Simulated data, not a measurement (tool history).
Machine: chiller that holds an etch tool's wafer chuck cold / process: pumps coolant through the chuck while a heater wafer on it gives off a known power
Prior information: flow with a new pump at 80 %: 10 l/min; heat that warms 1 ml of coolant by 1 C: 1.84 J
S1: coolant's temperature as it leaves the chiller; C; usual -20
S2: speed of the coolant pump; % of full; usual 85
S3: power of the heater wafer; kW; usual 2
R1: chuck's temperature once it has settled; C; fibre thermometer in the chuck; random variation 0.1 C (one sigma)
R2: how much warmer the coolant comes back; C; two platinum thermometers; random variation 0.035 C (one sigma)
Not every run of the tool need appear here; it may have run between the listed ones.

{"run": 1, "hour": 0.0, "S1": -20, "S2": 85, "S3": 2, "R1": -7.7, "R2": 6.22}
{"run": 2, "hour": 113.4, "S1": -18, "S2": 85, "S3": 2, "R1": -5.6, "R2": 6.05}
{"run": 3, "hour": 263.1, "S1": -20, "S2": 85, "S3": 2, "R1": -7.7, "R2": 6.18}
{"run": 4, "hour": 372.1, "S1": -20, "S2": 85, "S3": 2, "R1": -7.9, "R2": 6.14}
{"run": 5, "hour": 472.1, "S1": -19, "S2": 85, "S3": 2, "R1": -6.5, "R2": 6.18}
{"run": 6, "hour": 573.9, "S1": -20, "S2": 91, "S3": 2, "R1": -8.3, "R2": 5.84}
{"run": 7, "hour": 699.6, "S1": -20, "S2": 91, "S3": 2, "R1": -8.5, "R2": 5.8}
{"hour": 742.4, "done": "chiller's thermometer calibrated"}
{"run": 8, "hour": 824.6, "S1": -20, "S2": 91, "S3": 2, "R1": -8.4, "R2": 5.76}
{"run": 9, "hour": 971.1, "S1": -20, "S2": 85, "S3": 2, "R1": -7.5, "R2": 6.17}
{"run": 10, "hour": 1129.6, "S1": -20, "S2": 85, "S3": 2, "R1": -7.8, "R2": 6.22}
{"run": 11, "hour": 1251.7, "S1": -20, "S2": 85, "S3": 2, "R1": -7.7, "R2": 6.25}
{"run": 12, "hour": 1361.4, "S1": -20, "S2": 85, "S3": 2, "R1": -7.6, "R2": 6.29}
{"run": 13, "hour": 1472.8, "S1": -20, "S2": 85, "S3": 2, "R1": -7.7, "R2": 6.24}
{"run": 14, "hour": 1550.9, "S1": -20, "S2": 85, "S3": 2, "R1": -7.6, "R2": 6.25}
{"run": 15, "hour": 1697.5, "S1": -20, "S2": 85, "S3": 2, "R1": -7.8, "R2": 6.34}
{"run": 16, "hour": 1762.3, "S1": -20, "S2": 85, "S3": 1.419, "R1": -11.2, "R2": 4.48}
{"run": 17, "hour": 1906.0, "S1": -20, "S2": 85, "S3": 1.419, "R1": -11.3, "R2": 4.47}
{"run": 18, "hour": 1986.1, "S1": -21, "S2": 74, "S3": 2.506, "R1": -3.4, "R2": 8.94}
{"run": 19, "hour": 2129.1, "S1": -21, "S2": 74, "S3": 2.506, "R1": -3.7, "R2": 8.94}
{"run": 20, "hour": 2252.4, "S1": -21, "S2": 74, "S3": 2.506, "R1": -3.5, "R2": 8.98}
{"run": 21, "hour": 2342.8, "S1": -22, "S2": 81, "S3": 2.506, "R1": -5.8, "R2": 8.25}
{"run": 22, "hour": 2445.4, "S1": -22, "S2": 81, "S3": 2.506, "R1": -5.8, "R2": 8.18}
{"run": 23, "hour": 2561.0, "S1": -14, "S2": 73, "S3": 2, "R1": 0, "R2": 7.23}
{"run": 24, "hour": 2687.0, "S1": -14, "S2": 73, "S3": 1.91, "R1": -0.6, "R2": 6.92}
{"run": 25, "hour": 2822.7, "S1": -14, "S2": 73, "S3": 1.91, "R1": -0.7, "R2": 6.95}
{"run": 26, "hour": 2944.6, "S1": -23, "S2": 85, "S3": 2, "R1": -10.5, "R2": 6.33}
{"run": 27, "hour": 3078.9, "S1": -21, "S2": 85, "S3": 2.916, "R1": -3.1, "R2": 9.11}
{"run": 28, "hour": 3203.8, "S1": -17, "S2": 80, "S3": 1.136, "R1": -9.7, "R2": 3.97}
{"run": 29, "hour": 3356.6, "S1": -17, "S2": 80, "S3": 1.136, "R1": -9.7, "R2": 3.9}
{"run": 30, "hour": 3502.0, "S1": -17, "S2": 70, "S3": 1.136, "R1": -8.9, "R2": 4.46}
{"run": 31, "hour": 3653.1, "S1": -20, "S2": 85, "S3": 1.704, "R1": -9.4, "R2": 5.46}

Predict each of these 5 candidate next runs independently; none follows another, all start after run 31:
{"run": "A", "hour": 3752.0, "S1": -22, "S2": 76, "S3": 2.209, "R1": "?", "R2": "?"}
{"run": "B", "hour": 3752.0, "S1": -20, "S2": 85, "S3": 1.248, "R1": "?", "R2": "?"}
{"run": "C", "hour": 3752.0, "S1": -20, "S2": 67, "S3": 1.704, "R1": "?", "R2": "?"}
{"run": "D", "hour": 3752.0, "S1": -20, "S2": 68, "S3": 1.001, "R1": "?", "R2": "?"}
{"run": "E", "hour": 3752.0, "S1": -20, "S2": 71, "S3": 2, "R1": "?", "R2": "?"}

run=A R1=-7 R2=7.76
run=B R1=-12.3 R2=4.09
run=C R1=-7 R2=6.81
run=D R1=-12.6 R2=4.04
run=E R1=-5.4 R2=7.51
What these runs would have given with no unlogged condition in the tool:
run=A R1=-7 R2=7.54
run=B R1=-12.3 R2=3.87
run=C R1=-7 R2=6.59
run=D R1=-12.6 R2=3.82
run=E R1=-5.4 R2=7.29

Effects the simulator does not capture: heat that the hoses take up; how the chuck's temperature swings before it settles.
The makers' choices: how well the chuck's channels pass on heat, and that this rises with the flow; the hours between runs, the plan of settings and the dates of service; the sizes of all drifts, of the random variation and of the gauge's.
